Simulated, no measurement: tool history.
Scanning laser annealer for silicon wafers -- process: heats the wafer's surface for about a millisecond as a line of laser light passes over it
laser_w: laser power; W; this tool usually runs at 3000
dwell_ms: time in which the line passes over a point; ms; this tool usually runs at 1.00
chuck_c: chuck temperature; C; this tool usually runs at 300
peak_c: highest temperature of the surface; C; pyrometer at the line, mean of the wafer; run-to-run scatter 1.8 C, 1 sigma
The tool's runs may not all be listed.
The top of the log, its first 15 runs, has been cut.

run    hour  laser_w  dwell_ms  chuck_c  hours of work since the window was cleaned  hours of work since the power meter was calibrated  hours of work since the optics were aligned  peak_c
 16   416.9     3000      0.94      300                                         370                                                 453                                          884     993
 17   450.4     3000      0.94      300                                         384                                                 468                                          899     991
 18   478.7     3000      1.00      327                                         397                                                 480                                          911    1040
 19   505.2     3000      1.00      327                                         408                                                 492                                          923    1040
 20   539.9     3000      1.00      300                                         424                                                 507                                          938    1010
 21   573.4     3029      1.22      274                                         438                                                 522                                          953    1069
 22   609.6     3006      0.83      274                                         454                                                 538                                          969     915
 23   650.2     3006      1.05      274                                         472                                                 556                                          987     999
      655.8  -- laser's power meter calibrated
 24   686.0     3234      1.23      338                                         487                                                  13                                         1001    1201
 25   724.4     2958      0.99      335                                         503                                                  30                                         1018    1022
 26   751.5     3000      1.00      268                                         515                                                  42                                         1030     971
 27   784.8     3048      1.18      261                                         530                                                  57                                         1045    1040
 28   822.1     2788      1.00      300                                         546                                                  73                                         1061     940
 29   859.4     2973      0.97      300                                         563                                                  90                                         1077     976
      869.2  -- laser's power meter calibrated, once more
 30   899.0     2797      0.98      300                                         579                                                  13                                         1094     922
 31   916.6     2797      0.98      300                                         587                                                  21                                         1101     924
      924.8  -- window over the wafer cleaned
 32   950.0     2797      0.98      300                                          11                                                  35                                         1115     969
 33   967.7     2797      0.98      300                                          19                                                  42                                         1123     965
 34   990.4     2803      1.20      300                                          29                                                  52                                         1133    1044
 35  1010.4     2803      1.20      300                                          38                                                  61                                         1142    1038
 36  1037.6     3000      1.00      320                                          50                                                  73                                         1154    1054
 37  1066.6     2892      1.00      320                                          62                                                  86                                         1166    1018
 38  1091.5     3046      0.73      320                                          73                                                  97                                         1177     955

What will run 39 give?
 39  1109.9     2609      0.78      299                                          81                                                 105                                         1186       ?

{"run 39": {"peak_c": 837}}
On a tool with no hidden condition, and with the same random variation, this run would have come out at peak_c 857 C.
